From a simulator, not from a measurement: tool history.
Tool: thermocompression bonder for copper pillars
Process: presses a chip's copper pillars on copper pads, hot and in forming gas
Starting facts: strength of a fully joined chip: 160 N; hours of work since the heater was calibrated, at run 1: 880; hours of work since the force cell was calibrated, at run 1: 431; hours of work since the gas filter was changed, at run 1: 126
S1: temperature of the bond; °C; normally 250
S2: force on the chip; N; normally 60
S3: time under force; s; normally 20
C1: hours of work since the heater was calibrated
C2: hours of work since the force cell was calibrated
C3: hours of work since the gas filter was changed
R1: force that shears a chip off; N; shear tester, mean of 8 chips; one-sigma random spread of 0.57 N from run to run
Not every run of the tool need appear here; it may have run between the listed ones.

run 1 day=0 | S1=250 S2=60 S3=20 | C1=880 C2=431 C3=126 | R1=71.6
run 2 day=0.821 | S1=250 S2=60 S3=20 | C1=895 C2=447 C3=142 | R1=72.2
run 3 day=1.762 | S1=250 S2=60 S3=20 | C1=913 C2=465 C3=159 | R1=72.4
run 4 day=2.317 | S1=250 S2=60 S3=20 | C1=924 C2=475 C3=170 | R1=71.5
run 5 day=2.825 | S1=250 S2=60 S3=20 | C1=933 C2=485 C3=179 | R1=70.5
-- day=3.275 heater calibrated with a thermocouple chip
run 6 day=3.754 | S1=250 S2=60 S3=20 | C1=9 C2=501 C3=195 | R1=76.1
run 7 day=4.383 | S1=250 S2=46 S3=20 | C1=21 C2=513 C3=207 | R1=57.6
run 8 day=5.004 | S1=250 S2=46 S3=20 | C1=33 C2=524 C3=219 | R1=57.4
run 9 day=6.033 | S1=250 S2=46 S3=20 | C1=52 C2=544 C3=239 | R1=56.2
run 10 day=6.5 | S1=270 S2=60 S3=20 | C1=61 C2=553 C3=248 | R1=88.7
run 11 day=7.304 | S1=250 S2=60 S3=20 | C1=76 C2=568 C3=263 | R1=73.7
run 12 day=8.05 | S1=250 S2=60 S3=19 | C1=90 C2=582 C3=277 | R1=71.7
run 13 day=8.875 | S1=250 S2=60 S3=19 | C1=106 C2=598 C3=292 | R1=72.5
run 14 day=9.538 | S1=250 S2=60 S3=19 | C1=119 C2=610 C3=305 | R1=70.7
run 15 day=10.204 | S1=250 S2=60 S3=19 | C1=131 C2=623 C3=318 | R1=71.6
-- day=10.629 forming gas filter changed
run 16 day=10.662 | S1=250 S2=60 S3=20 | C1=140 C2=631 C3=1 | R1=79.7
run 17 day=11.138 | S1=250 S2=60 S3=17 | C1=148 C2=640 C3=10 | R1=75.2
run 18 day=12.096 | S1=250 S2=60 S3=17 | C1=167 C2=658 C3=28 | R1=74.8
run 19 day=12.846 | S1=248 S2=49 S3=48 | C1=181 C2=673 C3=42 | R1=85.6
run 20 day=13.796 | S1=260 S2=55 S3=20 | C1=199 C2=691 C3=60 | R1=79.8
run 21 day=14.812 | S1=258 S2=60 S3=27 | C1=218 C2=710 C3=79 | R1=93.2
run 22 day=15.246 | S1=236 S2=45 S3=24 | C1=226 C2=718 C3=87 | R1=52.5
run 23 day=15.804 | S1=231 S2=45 S3=26 | C1=237 C2=729 C3=98 | R1=50.1
run 24 day=16.758 | S1=227 S2=71 S3=28 | C1=255 C2=747 C3=116 | R1=79.7
run 25 day=17.2 | S1=227 S2=71 S3=28 | C1=263 C2=755 C3=124 | R1=78.7
run 26 day=18.096 | S1=235 S2=76 S3=19 | C1=280 C2=772 C3=141 | R1=79.4
run 27 day=18.712 | S1=250 S2=68 S3=17 | C1=292 C2=784 C3=153 | R1=80.5
run 28 day=19.262 | S1=250 S2=68 S3=17 | C1=302 C2=794 C3=164 | R1=80.8

Estimate the outcome of run 29 from the log above:
run 29 day=19.946 | S1=250 S2=74 S3=28 | C1=315 C2=807 C3=176 | R1=?

For run 29 the tool returned R1 100.9 N.
Take away the tool's hidden state, keep the run-to-run variation as it was, and the same run would have given R1 105.3 N.
